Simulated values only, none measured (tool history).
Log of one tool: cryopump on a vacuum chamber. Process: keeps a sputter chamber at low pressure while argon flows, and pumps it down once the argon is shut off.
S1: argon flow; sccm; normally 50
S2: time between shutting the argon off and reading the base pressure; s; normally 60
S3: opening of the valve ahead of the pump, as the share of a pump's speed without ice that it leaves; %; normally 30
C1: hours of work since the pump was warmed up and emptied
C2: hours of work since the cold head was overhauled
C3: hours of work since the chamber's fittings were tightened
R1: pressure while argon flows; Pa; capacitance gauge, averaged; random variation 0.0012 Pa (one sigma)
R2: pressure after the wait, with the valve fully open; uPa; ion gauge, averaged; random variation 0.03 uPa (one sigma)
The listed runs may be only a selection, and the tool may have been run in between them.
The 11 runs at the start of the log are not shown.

| run | day | S1 | S2 | S3 | C1 | C2 | C3 | R1 | R2 |
|---|---|---|---|---|---|---|---|---|---|
| 12 | 10.650 | 50 | 60 | 30 | 397 | 397 | 742 | 0.2774 | 1.87 |
| 13 | 11.296 | 50 | 60 | 30 | 405 | 405 | 750 | 0.2776 | 1.76 |
| 14 | 12.146 | 34 | 60 | 30 | 415 | 415 | 760 | 0.1891 | 1.92 |
| 15 | 13.129 | 50 | 60 | 25 | 427 | 427 | 773 | 0.3321 | 1.85 |
| 16 | 13.783 | 67 | 60 | 30 | 436 | 436 | 781 | 0.3732 | 1.93 |
| 17 | 15.038 | 50 | 60 | 30 | 451 | 451 | 796 | 0.2784 | 1.91 |
| 18 | 16.188 | 50 | 60 | 30 | 465 | 465 | 810 | 0.2784 | 1.92 |
| 19 | 17.400 | 50 | 60 | 30 | 480 | 480 | 825 | 0.2786 | 1.89 |
| 20 | 18.375 | 50 | 44 | 50 | 492 | 492 | 837 | 0.1700 | 2.34 |
| 21 | 19.671 | 41 | 60 | 38 | 508 | 508 | 853 | 0.1829 | 1.90 |
| 22 | 20.221 | 41 | 60 | 38 | 515 | 515 | 860 | 0.1807 | 1.91 |
| 23 | 20.992 | 41 | 60 | 38 | 524 | 524 | 869 | 0.1841 | 1.92 |
| 24 | 21.742 | 41 | 60 | 38 | 533 | 533 | 878 | 0.1829 | 1.95 |
| 25 | 22.304 | 51 | 60 | 15 | 540 | 540 | 885 | 0.5638 | 1.92 |
| 26 | 23.533 | 30 | 119 | 33 | 555 | 555 | 900 | 0.1531 | 1.31 |
| 27 | 24.658 | 50 | 60 | 30 | 569 | 569 | 914 | 0.2802 | 1.97 |
| 28 | 25.950 | 50 | 60 | 30 | 585 | 585 | 930 | 0.2799 | 1.96 |
| 29 | 27.238 | 50 | 60 | 30 | 601 | 601 | 946 | 0.2823 | 1.97 |
| 30 | 28.142 | 50 | 60 | 18 | 612 | 612 | 957 | 0.4629 | 2.01 |

Run 31 comes next. What will it give?
| 31 | 29.254 | 50 | 60 | 18 | 626 | 626 | 971 | ? | ? |

Run 31 yielded R1 0.4599 Pa, R2 1.98 uPa.
On a tool with no hidden condition, and with the same random variation, this run would have come out at R1 0.4503 Pa, R2 1.52 uPa.

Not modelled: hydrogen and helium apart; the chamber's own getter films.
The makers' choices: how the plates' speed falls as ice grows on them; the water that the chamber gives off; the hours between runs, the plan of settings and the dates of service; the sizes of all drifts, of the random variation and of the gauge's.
